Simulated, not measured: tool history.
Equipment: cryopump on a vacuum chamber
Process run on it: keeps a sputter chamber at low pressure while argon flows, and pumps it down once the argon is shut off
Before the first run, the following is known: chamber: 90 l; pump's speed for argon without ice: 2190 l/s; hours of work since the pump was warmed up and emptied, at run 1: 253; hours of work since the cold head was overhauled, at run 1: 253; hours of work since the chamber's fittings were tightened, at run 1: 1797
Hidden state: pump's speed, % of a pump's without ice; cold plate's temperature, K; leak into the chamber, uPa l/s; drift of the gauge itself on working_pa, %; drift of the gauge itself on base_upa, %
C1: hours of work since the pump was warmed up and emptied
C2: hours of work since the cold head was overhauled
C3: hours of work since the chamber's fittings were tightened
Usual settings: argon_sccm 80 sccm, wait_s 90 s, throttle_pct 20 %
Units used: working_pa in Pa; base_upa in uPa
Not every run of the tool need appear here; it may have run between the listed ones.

{"run": 1, "day": 0.0, "argon_sccm": 80, "wait_s": 90, "throttle_pct": 20, "C1": 253, "C2": 253, "C3": 1797, "working_pa": 0.3179, "base_upa": 2.34}
{"run": 2, "day": 2.171, "argon_sccm": 80, "wait_s": 90, "throttle_pct": 20, "C1": 279, "C2": 279, "C3": 1823, "working_pa": 0.3165, "base_upa": 2.4}
{"run": 3, "day": 4.404, "argon_sccm": 80, "wait_s": 90, "throttle_pct": 20, "C1": 305, "C2": 305, "C3": 1849, "working_pa": 0.3199, "base_upa": 2.5}
{"run": 4, "day": 5.958, "argon_sccm": 80, "wait_s": 90, "throttle_pct": 20, "C1": 324, "C2": 324, "C3": 1867, "working_pa": 0.3222, "base_upa": 2.55}
{"run": 5, "day": 8.079, "argon_sccm": 47, "wait_s": 90, "throttle_pct": 20, "C1": 349, "C2": 349, "C3": 1893, "working_pa": 0.1892, "base_upa": 2.53}
{"run": 6, "day": 10.425, "argon_sccm": 47, "wait_s": 90, "throttle_pct": 20, "C1": 377, "C2": 377, "C3": 1920, "working_pa": 0.1895, "base_upa": 2.61}
{"run": 7, "day": 11.933, "argon_sccm": 80, "wait_s": 90, "throttle_pct": 20, "C1": 395, "C2": 395, "C3": 1938, "working_pa": 0.3238, "base_upa": 2.55}
{"run": 8, "day": 13.425, "argon_sccm": 80, "wait_s": 90, "throttle_pct": 20, "C1": 412, "C2": 412, "C3": 1956, "working_pa": 0.3241, "base_upa": 2.67}
{"run": 9, "day": 14.867, "argon_sccm": 80, "wait_s": 90, "throttle_pct": 20, "C1": 429, "C2": 429, "C3": 1973, "working_pa": 0.3241, "base_upa": 2.69}
{"day": 15.629, "done": "pump warmed up, emptied and cooled again"}
{"run": 10, "day": 17.108, "argon_sccm": 80, "wait_s": 90, "throttle_pct": 20, "C1": 18, "C2": 453, "C3": 1997, "working_pa": 0.3102, "base_upa": 2.28}
{"run": 11, "day": 19.117, "argon_sccm": 80, "wait_s": 198, "throttle_pct": 20, "C1": 41, "C2": 477, "C3": 2021, "working_pa": 0.3103, "base_upa": 2.11}
{"run": 12, "day": 21.433, "argon_sccm": 80, "wait_s": 198, "throttle_pct": 20, "C1": 69, "C2": 505, "C3": 2048, "working_pa": 0.3124, "base_upa": 2.17}
{"run": 13, "day": 23.004, "argon_sccm": 48, "wait_s": 90, "throttle_pct": 20, "C1": 87, "C2": 523, "C3": 2067, "working_pa": 0.1882, "base_upa": 2.45}
{"run": 14, "day": 24.725, "argon_sccm": 48, "wait_s": 90, "throttle_pct": 20, "C1": 108, "C2": 544, "C3": 2087, "working_pa": 0.1881, "base_upa": 2.36}
{"day": 25.854, "done": "leaking fittings of the chamber tightened, without venting"}
{"run": 15, "day": 26.758, "argon_sccm": 80, "wait_s": 266, "throttle_pct": 20, "C1": 131, "C2": 567, "C3": 11, "working_pa": 0.3122, "base_upa": 0.32}
{"run": 16, "day": 28.021, "argon_sccm": 80, "wait_s": 69, "throttle_pct": 20, "C1": 146, "C2": 582, "C3": 26, "working_pa": 0.3139, "base_upa": 0.75}
{"run": 17, "day": 29.904, "argon_sccm": 80, "wait_s": 69, "throttle_pct": 20, "C1": 168, "C2": 604, "C3": 48, "working_pa": 0.3158, "base_upa": 0.79}
{"run": 18, "day": 32.292, "argon_sccm": 80, "wait_s": 69, "throttle_pct": 20, "C1": 196, "C2": 632, "C3": 76, "working_pa": 0.3191, "base_upa": 0.82}
{"run": 19, "day": 34.388, "argon_sccm": 80, "wait_s": 69, "throttle_pct": 20, "C1": 221, "C2": 657, "C3": 101, "working_pa": 0.3185, "base_upa": 0.81}
{"run": 20, "day": 35.729, "argon_sccm": 80, "wait_s": 69, "throttle_pct": 20, "C1": 237, "C2": 673, "C3": 117, "working_pa": 0.3173, "base_upa": 0.86}
{"run": 21, "day": 36.833, "argon_sccm": 85, "wait_s": 69, "throttle_pct": 30, "C1": 250, "C2": 686, "C3": 130, "working_pa": 0.2282, "base_upa": 0.85}
{"run": 22, "day": 39.333, "argon_sccm": 138, "wait_s": 69, "throttle_pct": 26, "C1": 280, "C2": 716, "C3": 160, "working_pa": 0.427, "base_upa": 0.83}
{"run": 23, "day": 41.979, "argon_sccm": 34, "wait_s": 294, "throttle_pct": 26, "C1": 311, "C2": 747, "C3": 191, "working_pa": 0.1053, "base_upa": 0.48}
{"run": 24, "day": 43.538, "argon_sccm": 61, "wait_s": 89, "throttle_pct": 48, "C1": 330, "C2": 766, "C3": 210, "working_pa": 0.1076, "base_upa": 0.84}
{"run": 25, "day": 45.129, "argon_sccm": 42, "wait_s": 90, "throttle_pct": 16, "C1": 348, "C2": 784, "C3": 228, "working_pa": 0.2097, "base_upa": 0.83}
{"run": 26, "day": 47.412, "argon_sccm": 145, "wait_s": 250, "throttle_pct": 18, "C1": 376, "C2": 811, "C3": 255, "working_pa": 0.6475, "base_upa": 0.57}

Subtracting, for every run, the result it would have given without the tool's unlogged condition from the measured result gives the following. The same run-to-run variation enters both numbers; the gauge's scatter may not:
run=1 working_pa=+0.0095 base_upa=+1.77
run=2 working_pa=+0.0106 base_upa=+1.85
run=3 working_pa=+0.0117 base_upa=+1.90
run=4 working_pa=+0.0125 base_upa=+1.97
run=5 working_pa=+0.0080 base_upa=+1.94
run=6 working_pa=+0.0087 base_upa=+2.04
run=7 working_pa=+0.0155 base_upa=+2.03
run=8 working_pa=+0.0161 base_upa=+2.11
run=9 working_pa=+0.0169 base_upa=+2.14
run=10 working_pa=+0.0012 base_upa=+1.71
run=11 working_pa=+0.0019 base_upa=+1.77
run=12 working_pa=+0.0029 base_upa=+1.82
run=13 working_pa=+0.0020 base_upa=+1.85
run=14 working_pa=+0.0024 base_upa=+1.80
run=15 working_pa=+0.0049 base_upa=+0.03
run=16 working_pa=+0.0054 base_upa=+0.04
run=17 working_pa=+0.0061 base_upa=+0.06
run=18 working_pa=+0.0071 base_upa=+0.09
run=19 working_pa=+0.0079 base_upa=+0.12
run=20 working_pa=+0.0086 base_upa=+0.13
run=21 working_pa=+0.0096 base_upa=+0.14
run=22 working_pa=+0.0175 base_upa=+0.17
run=23 working_pa=+0.0048 base_upa=+0.22
run=24 working_pa=+0.0093 base_upa=+0.24
run=25 working_pa=+0.0068 base_upa=+0.26
run=26 working_pa=+0.0257 base_upa=+0.29
